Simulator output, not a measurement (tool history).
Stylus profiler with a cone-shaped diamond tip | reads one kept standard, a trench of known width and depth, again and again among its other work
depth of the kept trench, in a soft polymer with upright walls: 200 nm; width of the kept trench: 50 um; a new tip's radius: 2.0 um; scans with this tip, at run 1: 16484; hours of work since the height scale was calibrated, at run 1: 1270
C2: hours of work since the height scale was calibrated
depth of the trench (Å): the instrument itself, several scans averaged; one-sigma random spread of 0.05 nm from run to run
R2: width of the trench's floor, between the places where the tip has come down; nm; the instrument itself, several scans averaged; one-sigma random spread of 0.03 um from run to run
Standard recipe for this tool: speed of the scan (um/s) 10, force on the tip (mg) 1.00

{"run": 1, "day": 0.0, "speed of the scan (um/s)": 10, "force on the tip (mg)": 1.0, "scans with this tip": 16484, "C2": 1270, "depth of the trench (Å)": 2019.1, "R2": 48180}
{"run": 2, "day": 5.533, "speed of the scan (um/s)": 6, "force on the tip (mg)": 1.0, "scans with this tip": 17777, "C2": 1370, "depth of the trench (Å)": 2019.3, "R2": 48210}
{"run": 3, "day": 10.875, "speed of the scan (um/s)": 6, "force on the tip (mg)": 1.0, "scans with this tip": 19025, "C2": 1466, "depth of the trench (Å)": 2019.1, "R2": 48210}
{"run": 4, "day": 16.383, "speed of the scan (um/s)": 6, "force on the tip (mg)": 1.0, "scans with this tip": 20313, "C2": 1565, "depth of the trench (Å)": 2019.0, "R2": 48190}
{"run": 5, "day": 21.346, "speed of the scan (um/s)": 6, "force on the tip (mg)": 1.0, "scans with this tip": 21473, "C2": 1654, "depth of the trench (Å)": 2018.9, "R2": 48240}
{"run": 6, "day": 23.858, "speed of the scan (um/s)": 6, "force on the tip (mg)": 1.0, "scans with this tip": 22060, "C2": 1700, "depth of the trench (Å)": 2017.9, "R2": 48210}
{"run": 7, "day": 26.838, "speed of the scan (um/s)": 6, "force on the tip (mg)": 1.0, "scans with this tip": 22756, "C2": 1753, "depth of the trench (Å)": 2018.6, "R2": 48240}
{"run": 8, "day": 32.438, "speed of the scan (um/s)": 6, "force on the tip (mg)": 1.0, "scans with this tip": 24065, "C2": 1854, "depth of the trench (Å)": 2018.5, "R2": 48200}
{"day": 34.179, "done": "height scale calibrated on a step standard"}
{"run": 9, "day": 34.988, "speed of the scan (um/s)": 6, "force on the tip (mg)": 1.0, "scans with this tip": 24657, "C2": 15, "depth of the trench (Å)": 2018.9, "R2": 48190}
{"run": 10, "day": 38.133, "speed of the scan (um/s)": 30, "force on the tip (mg)": 1.0, "scans with this tip": 25391, "C2": 71, "depth of the trench (Å)": 2019.3, "R2": 48150}
{"run": 11, "day": 41.6, "speed of the scan (um/s)": 30, "force on the tip (mg)": 1.0, "scans with this tip": 26201, "C2": 134, "depth of the trench (Å)": 2019.4, "R2": 48070}
{"run": 12, "day": 45.871, "speed of the scan (um/s)": 10, "force on the tip (mg)": 1.0, "scans with this tip": 27199, "C2": 210, "depth of the trench (Å)": 2018.4, "R2": 48220}
{"run": 13, "day": 49.367, "speed of the scan (um/s)": 10, "force on the tip (mg)": 1.0, "scans with this tip": 28017, "C2": 273, "depth of the trench (Å)": 2019.2, "R2": 48130}
{"day": 52.546, "done": "new tip fitted, height scale calibrated"}
{"run": 14, "day": 52.546, "speed of the scan (um/s)": 10, "force on the tip (mg)": 1.0, "scans with this tip": 0, "C2": 0, "depth of the trench (Å)": 2019.1, "R2": 48200}
{"run": 15, "day": 58.729, "speed of the scan (um/s)": 6, "force on the tip (mg)": 0.5, "scans with this tip": 1444, "C2": 111, "depth of the trench (Å)": 2011.9, "R2": 48290}
{"run": 16, "day": 61.671, "speed of the scan (um/s)": 4, "force on the tip (mg)": 0.63, "scans with this tip": 2132, "C2": 164, "depth of the trench (Å)": 2012.9, "R2": 48260}
{"run": 17, "day": 66.821, "speed of the scan (um/s)": 4, "force on the tip (mg)": 0.63, "scans with this tip": 3336, "C2": 257, "depth of the trench (Å)": 2014.0, "R2": 48260}
{"run": 18, "day": 71.533, "speed of the scan (um/s)": 2, "force on the tip (mg)": 2.69, "scans with this tip": 4437, "C2": 342, "depth of the trench (Å)": 2036.5, "R2": 48210}
{"run": 19, "day": 77.483, "speed of the scan (um/s)": 9, "force on the tip (mg)": 0.46, "scans with this tip": 5828, "C2": 449, "depth of the trench (Å)": 2011.9, "R2": 48170}
{"run": 20, "day": 82.483, "speed of the scan (um/s)": 7, "force on the tip (mg)": 1.0, "scans with this tip": 6997, "C2": 539, "depth of the trench (Å)": 2019.8, "R2": 48180}
{"run": 21, "day": 85.275, "speed of the scan (um/s)": 7, "force on the tip (mg)": 1.0, "scans with this tip": 7648, "C2": 589, "depth of the trench (Å)": 2018.5, "R2": 48220}
{"run": 22, "day": 90.383, "speed of the scan (um/s)": 7, "force on the tip (mg)": 1.0, "scans with this tip": 8843, "C2": 681, "depth of the trench (Å)": 2019.0, "R2": 48260}
{"run": 23, "day": 96.171, "speed of the scan (um/s)": 16, "force on the tip (mg)": 1.1, "scans with this tip": 10195, "C2": 785, "depth of the trench (Å)": 2018.9, "R2": 48160}
{"run": 24, "day": 101.488, "speed of the scan (um/s)": 4, "force on the tip (mg)": 0.43, "scans with this tip": 11438, "C2": 881, "depth of the trench (Å)": 2010.6, "R2": 48210}
{"run": 25, "day": 104.354, "speed of the scan (um/s)": 4, "force on the tip (mg)": 0.43, "scans with this tip": 12108, "C2": 933, "depth of the trench (Å)": 2010.3, "R2": 48220}
{"run": 26, "day": 108.508, "speed of the scan (um/s)": 10, "force on the tip (mg)": 0.59, "scans with this tip": 13079, "C2": 1008, "depth of the trench (Å)": 2014.1, "R2": 48230}

Run 27, settings as shown, results not yet in. Your forecast:
{"run": 27, "day": 112.233, "speed of the scan (um/s)": 10, "force on the tip (mg)": 0.59, "scans with this tip": 13949, "C2": 1075, "depth of the trench (Å)": "?", "R2": "?"}

depth of the trench (Å): 2013.4
R2: 48190 nm
On a tool with no hidden condition, and with the same random variation, this run would have come out at depth of the trench (Å) 2013.2, R2 48200 nm.
